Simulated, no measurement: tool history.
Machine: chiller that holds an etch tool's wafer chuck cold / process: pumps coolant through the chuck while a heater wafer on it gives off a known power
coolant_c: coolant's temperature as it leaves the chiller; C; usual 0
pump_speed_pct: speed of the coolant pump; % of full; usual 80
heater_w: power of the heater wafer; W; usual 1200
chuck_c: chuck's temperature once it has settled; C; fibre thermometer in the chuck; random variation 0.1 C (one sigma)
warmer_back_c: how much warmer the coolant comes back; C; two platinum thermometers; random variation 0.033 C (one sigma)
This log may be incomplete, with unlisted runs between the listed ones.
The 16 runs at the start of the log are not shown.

run	hour	coolant_c	pump_speed_pct	heater_w	hours since the coolant was changed and the channels were flushed	hours since the pump was overhauled	hours since the chiller's thermometer was calibrated	chuck_c	warmer_back_c
17	1248.9	4	79	1583	613	5615	2833	17.3	5.45
18	1306.4	-6	80	1200	670	5673	2891	3.9	4.03
19	1385.7	-2	74	1688	750	5752	2970	13	6.25
20	1467.5	-2	74	1688	831	5834	3052	12.9	6.21
21	1516.9	-4	78	1200	881	5883	3101	6.2	4.05
22	1575.8	-8	87	1200	940	5942	3160	1.2	3.64
23	1639.9	-6	70	1200	1004	6007	3224	5.2	4.6
24	1743.1	0	80	1097	1107	6110	3327	9.3	3.61
25	1839.3	0	72	1200	1203	6206	3424	10.9	4.46
26	1908.4	0	72	1200	1272	6275	3493	11	4.43
27	1970.4	0	72	1200	1334	6337	3555	11	4.42
28	2017.8	0	73	1200	1382	6384	3602	10.9	4.34
29	2121.4	0	80	628	1485	6488	3706	5.4	1.92
30	2196.7	-9	80	1169	1561	6563	3781	0.8	3.75
# hour 2278.8: chiller's thermometer calibrated
31	2278.8	4	88	957	1642	6644	0	11.4	2.68

Alternative continuations, all from the tool just after run 31; predict every row:
A	2339.2	0	92	1799	1702	6705	60	?	?
B	2339.2	-10	77	1689	1702	6705	60	?	?
C	2339.2	4	91	957	1702	6705	60	?	?
D	2339.2	-2	88	957	1702	6705	60	?	?
E	2339.2	3	88	957	1702	6705	60	?	?

run	chuck_c	warmer_back_c
A	13.2	5.12
B	4.6	5.8
C	11.2	2.55
D	5.3	2.71
E	10.4	2.67
With no hidden state in the tool, these same runs would have given:
run	chuck_c	warmer_back_c
A	13.2	5.47
B	4.6	6.14
C	11.2	2.9
D	5.3	3.06
E	10.3	3.01

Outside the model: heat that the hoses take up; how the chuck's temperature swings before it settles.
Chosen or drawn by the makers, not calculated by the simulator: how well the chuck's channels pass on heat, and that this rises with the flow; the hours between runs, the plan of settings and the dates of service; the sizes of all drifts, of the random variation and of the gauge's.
